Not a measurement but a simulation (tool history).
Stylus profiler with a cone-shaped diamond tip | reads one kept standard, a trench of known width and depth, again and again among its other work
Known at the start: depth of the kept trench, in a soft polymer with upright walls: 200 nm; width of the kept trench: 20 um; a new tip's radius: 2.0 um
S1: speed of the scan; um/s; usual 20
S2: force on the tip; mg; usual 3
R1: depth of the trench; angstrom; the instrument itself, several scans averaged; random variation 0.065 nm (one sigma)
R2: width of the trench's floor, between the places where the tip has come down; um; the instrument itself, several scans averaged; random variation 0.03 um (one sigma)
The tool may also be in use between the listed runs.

| run | day | S1 | S2 | R1 | R2 |
|---|---|---|---|---|---|
| 1 | 0 | 20 | 3 | 2035.9 | 17.42 |
| 2 | 3.608 | 20 | 1.75 | 2026 | 17.33 |
| 3 | 6.838 | 20 | 1.75 | 2026.5 | 17.31 |
| 4 | 10.529 | 20 | 1.75 | 2026.7 | 17.28 |
| 5 | 14.242 | 20 | 6.92 | 2061 | 17.37 |
| 6 | 17.033 | 63 | 3 | 2037.2 | 17.04 |
| 7 | 20.358 | 63 | 3 | 2038.8 | 17.1 |
| 8 | 24.146 | 20 | 3 | 2037.6 | 17.25 |
| 9 | 27.175 | 20 | 3 | 2038.3 | 17.26 |
| 10 | 29.867 | 20 | 3 | 2040.2 | 17.23 |
|  | 30.875 | height scale calibrated on a step standard |
| 11 | 33.95 | 20 | 3 | 2033.1 | 17.2 |
| 12 | 36.612 | 20 | 3 | 2032.5 | 17.16 |
| 13 | 38.879 | 20 | 3 | 2031.8 | 17.17 |
| 14 | 41.554 | 20 | 3 | 2033.1 | 17.21 |
| 15 | 46.004 | 20 | 1.81 | 2024 | 17.07 |
| 16 | 48.754 | 49 | 3 | 2032.8 | 16.92 |
| 17 | 50.796 | 44 | 1.11 | 2016.9 | 16.78 |
| 18 | 53.546 | 44 | 1.11 | 2018.1 | 16.78 |
| 19 | 57.742 | 20 | 8.52 | 2067.1 | 17.11 |
| 20 | 59.962 | 20 | 8.52 | 2068.1 | 17.1 |
| 21 | 63.412 | 5 | 2.86 | 2033.3 | 17.11 |
| 22 | 66.446 | 5 | 2.86 | 2034 | 17.11 |
| 23 | 69.575 | 14 | 8.96 | 2070.5 | 17.07 |
| 24 | 73.942 | 6 | 7.56 | 2064.3 | 17.12 |
| 25 | 76.258 | 55 | 1.68 | 2025.3 | 16.67 |
| 26 | 80.096 | 20 | 2.03 | 2029.8 | 16.92 |
| 27 | 84.104 | 6 | 1.42 | 2024.4 | 16.96 |
| 28 | 86.275 | 26 | 2.59 | 2034.2 | 16.87 |

The same runs without the tool's hidden state, with the same run-to-run variation:
The hidden state here: radius of the tip, um; height scale over the true one, %; drift of the gauge itself on depth_nm, %; drift of the gauge itself on floor_um, %.
| run | R1 | R2 |
|---|---|---|
| 1 | 2032.3 | 18.13 |
| 2 | 2022 | 18.06 |
| 3 | 2022.1 | 18.07 |
| 4 | 2021.8 | 18.06 |
| 5 | 2055.7 | 18.17 |
| 6 | 2031.6 | 17.86 |
| 7 | 2032.8 | 17.94 |
| 8 | 2031.2 | 18.12 |
| 9 | 2031.5 | 18.15 |
| 10 | 2033.2 | 18.14 |
| 11 | 2033.3 | 18.12 |
| 12 | 2032.4 | 18.11 |
| 13 | 2031.4 | 18.13 |
| 14 | 2032.4 | 18.19 |
| 15 | 2022.8 | 18.08 |
| 16 | 2031.3 | 17.94 |
| 17 | 2015.3 | 17.81 |
| 18 | 2016.1 | 17.83 |
| 19 | 2064.6 | 18.18 |
| 20 | 2065.4 | 18.19 |
| 21 | 2030.2 | 18.22 |
| 22 | 2030.6 | 18.24 |
| 23 | 2066.7 | 18.21 |
| 24 | 2060 | 18.28 |
| 25 | 2020.9 | 17.85 |
| 26 | 2024.9 | 18.12 |
| 27 | 2019.1 | 18.18 |
| 28 | 2028.6 | 18.1 |
